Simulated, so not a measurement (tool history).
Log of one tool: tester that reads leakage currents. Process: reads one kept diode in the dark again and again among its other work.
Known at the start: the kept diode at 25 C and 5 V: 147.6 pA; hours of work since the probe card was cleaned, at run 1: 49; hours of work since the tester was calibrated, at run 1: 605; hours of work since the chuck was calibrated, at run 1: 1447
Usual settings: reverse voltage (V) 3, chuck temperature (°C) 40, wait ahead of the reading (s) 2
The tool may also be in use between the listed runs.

run,day,reverse voltage (V),chuck temperature (°C),wait ahead of the reading (s),hours of work since the probe card was cleaned,hours of work since the tester was calibrated,hours of work since the chuck was calibrated,current that the tester gives (pA)
1,0,3,40,2,49,605,1447,341.48
2,1.867,3,40,2,76,632,1474,342.62
3,3.25,3,36,2,96,652,1495,263.33
4,4.875,3,40,2,120,676,1518,344.1
5,6.758,3,40,2,148,704,1546,340.82
6,7.754,3,40,2,163,719,1561,343.65
7,9,3,40,2,181,737,1579,343.84
8,10.979,3,40,2,210,766,1608,343.96
9,12.354,3,40,0.37,230,786,1628,344.37
10,13.667,3,40,2,249,805,1648,345.13
11,15.467,3,40,2,276,832,1674,343.7
12,16.454,3,40,2,290,846,1689,343.71
13,18.146,3,40,2,315,871,1713,346.01
# day 18.396: chuck's temperature calibrated
14,19.217,3,40,3.84,330,886,12,352.36
15,21.038,12.8,40,2,356,912,39,726.46
16,22.092,12.8,40,2,372,928,54,718.98
17,23.254,12.8,40,2,389,945,71,723.48
18,25.138,12.8,25,2,417,973,99,258.27
19,25.971,3,40,1.01,429,985,111,356.66
20,27.721,3,40,1.01,455,1011,137,354.89
# day 29.062: chuck's temperature calibrated, once more
21,29.55,3,40,1.01,480,1036,7,330.27
22,30.388,3,40,1.01,492,1049,19,332.8
23,32.258,12.36,35,2,520,1076,47,475.71
24,33.938,8.74,53,3.85,545,1101,72,1295.45
25,34.858,8.74,53,3.85,558,1114,85,1295.04
26,36.192,2.63,22,1.7,578,1134,105,87.49
27,37.938,2.63,22,1.7,603,1159,130,86.91
28,39.867,3.69,29,0.61,632,1188,159,173.02
29,41.333,3.69,29,0.61,653,1209,180,173.68
30,42.262,3,39,1.29,667,1223,194,311.16
31,43.788,14.06,40,1.59,689,1245,216,713.73
32,45.438,14.06,40,1.59,713,1270,240,713.93
33,46.938,1.73,21,8.89,736,1292,262,66.18
34,48.846,1.57,40,0.38,764,1320,291,243.07
35,50.729,1.57,40,0.38,791,1347,318,243.57
36,52.283,1.48,36,2,814,1370,341,180.01
37,53.704,1.48,36,2,835,1391,362,180.66
38,54.833,1.48,36,2,852,1408,378,179.62
39,56.738,11.29,36,0.97,879,1436,406,495.33
40,57.662,11.29,34,0.97,893,1449,420,433.78
41,58.929,3,40,0.58,912,1468,439,335.14

3 ways to go on from here, each from the tool as it stands after run 41. What would each give?
A,59.938,17.63,23,5.57,926,1483,453,?
B,59.938,2.27,20,4.48,926,1483,453,?
C,59.938,4.89,21,0.39,926,1483,453,?

run,current that the tester gives (pA)
A,250.69
B,70.87
C,115.33
Without the tool's hidden state the same runs would have given:
run,current that the tester gives (pA)
A,236.46
B,68.89
C,111.23
